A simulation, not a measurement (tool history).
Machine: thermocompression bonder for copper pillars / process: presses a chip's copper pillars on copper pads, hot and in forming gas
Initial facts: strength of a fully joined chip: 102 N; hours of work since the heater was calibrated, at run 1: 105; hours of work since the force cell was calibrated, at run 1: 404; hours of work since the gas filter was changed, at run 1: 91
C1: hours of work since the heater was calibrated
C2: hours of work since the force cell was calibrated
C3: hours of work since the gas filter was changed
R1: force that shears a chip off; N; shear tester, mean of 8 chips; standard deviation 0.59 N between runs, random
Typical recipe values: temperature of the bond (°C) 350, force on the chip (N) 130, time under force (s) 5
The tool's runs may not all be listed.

run 1 hour=0 | temperature_of_the_bond_(°C)=350 force_on_the_chip_(N)=130 time_under_force_(s)=5 | C1=105 C2=404 C3=91 | R1=76.3
run 2 hour=11.7 | temperature_of_the_bond_(°C)=350 force_on_the_chip_(N)=130 time_under_force_(s)=12 | C1=111 C2=410 C3=97 | R1=88.8
run 3 hour=22.3 | temperature_of_the_bond_(°C)=350 force_on_the_chip_(N)=130 time_under_force_(s)=5 | C1=116 C2=416 C3=102 | R1=75.7
run 4 hour=36.8 | temperature_of_the_bond_(°C)=350 force_on_the_chip_(N)=130 time_under_force_(s)=5 | C1=124 C2=423 C3=109 | R1=75.1
run 5 hour=47.2 | temperature_of_the_bond_(°C)=350 force_on_the_chip_(N)=130 time_under_force_(s)=5 | C1=129 C2=428 C3=115 | R1=75.8
run 6 hour=54.4 | temperature_of_the_bond_(°C)=350 force_on_the_chip_(N)=132 time_under_force_(s)=5 | C1=133 C2=432 C3=118 | R1=74.7
run 7 hour=69.3 | temperature_of_the_bond_(°C)=350 force_on_the_chip_(N)=132 time_under_force_(s)=5 | C1=140 C2=440 C3=126 | R1=75.8
run 8 hour=84.1 | temperature_of_the_bond_(°C)=350 force_on_the_chip_(N)=130 time_under_force_(s)=5 | C1=148 C2=447 C3=134 | R1=75.8
run 9 hour=93.7 | temperature_of_the_bond_(°C)=350 force_on_the_chip_(N)=130 time_under_force_(s)=5 | C1=153 C2=452 C3=139 | R1=75.8
run 10 hour=103 | temperature_of_the_bond_(°C)=350 force_on_the_chip_(N)=130 time_under_force_(s)=5 | C1=158 C2=457 C3=143 | R1=75.6
run 11 hour=113.6 | temperature_of_the_bond_(°C)=350 force_on_the_chip_(N)=130 time_under_force_(s)=5 | C1=163 C2=462 C3=149 | R1=76.1
run 12 hour=121.9 | temperature_of_the_bond_(°C)=350 force_on_the_chip_(N)=130 time_under_force_(s)=5 | C1=167 C2=466 C3=153 | R1=76.2
run 13 hour=130.7 | temperature_of_the_bond_(°C)=350 force_on_the_chip_(N)=130 time_under_force_(s)=5 | C1=172 C2=471 C3=157 | R1=75.8
run 14 hour=141.3 | temperature_of_the_bond_(°C)=350 force_on_the_chip_(N)=130 time_under_force_(s)=5 | C1=177 C2=476 C3=163 | R1=75.1
run 15 hour=156.3 | temperature_of_the_bond_(°C)=350 force_on_the_chip_(N)=130 time_under_force_(s)=5 | C1=185 C2=484 C3=171 | R1=75.3
run 16 hour=166.3 | temperature_of_the_bond_(°C)=350 force_on_the_chip_(N)=130 time_under_force_(s)=5 | C1=190 C2=489 C3=176 | R1=75
run 17 hour=182.8 | temperature_of_the_bond_(°C)=350 force_on_the_chip_(N)=130 time_under_force_(s)=5 | C1=199 C2=498 C3=184 | R1=75
run 18 hour=194.2 | temperature_of_the_bond_(°C)=350 force_on_the_chip_(N)=130 time_under_force_(s)=5 | C1=204 C2=503 C3=190 | R1=76.4
run 19 hour=208.4 | temperature_of_the_bond_(°C)=350 force_on_the_chip_(N)=130 time_under_force_(s)=5 | C1=212 C2=511 C3=197 | R1=75.2
run 20 hour=217.7 | temperature_of_the_bond_(°C)=350 force_on_the_chip_(N)=130 time_under_force_(s)=5 | C1=216 C2=515 C3=202 | R1=75.1
run 21 hour=226.6 | temperature_of_the_bond_(°C)=350 force_on_the_chip_(N)=130 time_under_force_(s)=5 | C1=221 C2=520 C3=207 | R1=76.8
run 22 hour=238.2 | temperature_of_the_bond_(°C)=342 force_on_the_chip_(N)=145 time_under_force_(s)=3 | C1=227 C2=526 C3=212 | R1=65
run 23 hour=254.4 | temperature_of_the_bond_(°C)=342 force_on_the_chip_(N)=145 time_under_force_(s)=3 | C1=235 C2=534 C3=221 | R1=64.7
run 24 hour=262.7 | temperature_of_the_bond_(°C)=342 force_on_the_chip_(N)=145 time_under_force_(s)=3 | C1=239 C2=539 C3=225 | R1=65.5
run 25 hour=272.2 | temperature_of_the_bond_(°C)=350 force_on_the_chip_(N)=130 time_under_force_(s)=6 | C1=244 C2=543 C3=230 | R1=77.6
run 26 hour=286.7 | temperature_of_the_bond_(°C)=353 force_on_the_chip_(N)=130 time_under_force_(s)=6 | C1=252 C2=551 C3=237 | R1=79
run 27 hour=298.1 | temperature_of_the_bond_(°C)=353 force_on_the_chip_(N)=130 time_under_force_(s)=6 | C1=257 C2=557 C3=243 | R1=79.8
-- hour=304.6 forming gas filter changed
run 28 hour=314.2 | temperature_of_the_bond_(°C)=341 force_on_the_chip_(N)=130 time_under_force_(s)=6 | C1=265 C2=565 C3=5 | R1=74.2
run 29 hour=327.9 | temperature_of_the_bond_(°C)=324 force_on_the_chip_(N)=104 time_under_force_(s)=3 | C1=272 C2=572 C3=12 | R1=47.5
run 30 hour=339.6 | temperature_of_the_bond_(°C)=339 force_on_the_chip_(N)=187 time_under_force_(s)=5 | C1=278 C2=578 C3=18 | R1=79.1
run 31 hour=347.1 | temperature_of_the_bond_(°C)=339 force_on_the_chip_(N)=187 time_under_force_(s)=5 | C1=282 C2=581 C3=22 | R1=78
run 32 hour=361.4 | temperature_of_the_bond_(°C)=339 force_on_the_chip_(N)=187 time_under_force_(s)=5 | C1=290 C2=589 C3=29 | R1=79.2
run 33 hour=369.3 | temperature_of_the_bond_(°C)=339 force_on_the_chip_(N)=100 time_under_force_(s)=15 | C1=294 C2=593 C3=33 | R1=83.3
run 34 hour=378 | temperature_of_the_bond_(°C)=350 force_on_the_chip_(N)=137 time_under_force_(s)=5 | C1=298 C2=597 C3=38 | R1=77
run 35 hour=389.2 | temperature_of_the_bond_(°C)=331 force_on_the_chip_(N)=176 time_under_force_(s)=5 | C1=304 C2=603 C3=43 | R1=73.9
run 36 hour=404.3 | temperature_of_the_bond_(°C)=347 force_on_the_chip_(N)=136 time_under_force_(s)=11 | C1=312 C2=611 C3=51 | R1=88.1
run 37 hour=418.6 | temperature_of_the_bond_(°C)=347 force_on_the_chip_(N)=136 time_under_force_(s)=11 | C1=319 C2=618 C3=58 | R1=87.7
run 38 hour=435 | temperature_of_the_bond_(°C)=350 force_on_the_chip_(N)=130 time_under_force_(s)=4 | C1=327 C2=626 C3=67 | R1=72.2
run 39 hour=444.9 | temperature_of_the_bond_(°C)=350 force_on_the_chip_(N)=130 time_under_force_(s)=4 | C1=332 C2=631 C3=72 | R1=71.5

Forecast each of these 4 alternatives for the next run:
run A hour=455.1 | temperature_of_the_bond_(°C)=350 force_on_the_chip_(N)=97 time_under_force_(s)=5 | C1=338 C2=637 C3=77 | R1=?
run B hour=455.1 | temperature_of_the_bond_(°C)=329 force_on_the_chip_(N)=141 time_under_force_(s)=3 | C1=338 C2=637 C3=77 | R1=?
run C hour=455.1 | temperature_of_the_bond_(°C)=350 force_on_the_chip_(N)=125 time_under_force_(s)=3 | C1=338 C2=637 C3=77 | R1=?
run D hour=455.1 | temperature_of_the_bond_(°C)=330 force_on_the_chip_(N)=130 time_under_force_(s)=4 | C1=338 C2=637 C3=77 | R1=?

run=A R1=68.3
run=B R1=58
run=C R1=64.9
run=D R1=62.3
Had the tool no hidden state, the same runs would have come out as:
run=A R1=68.4
run=B R1=58.1
run=C R1=65
run=D R1=62.4
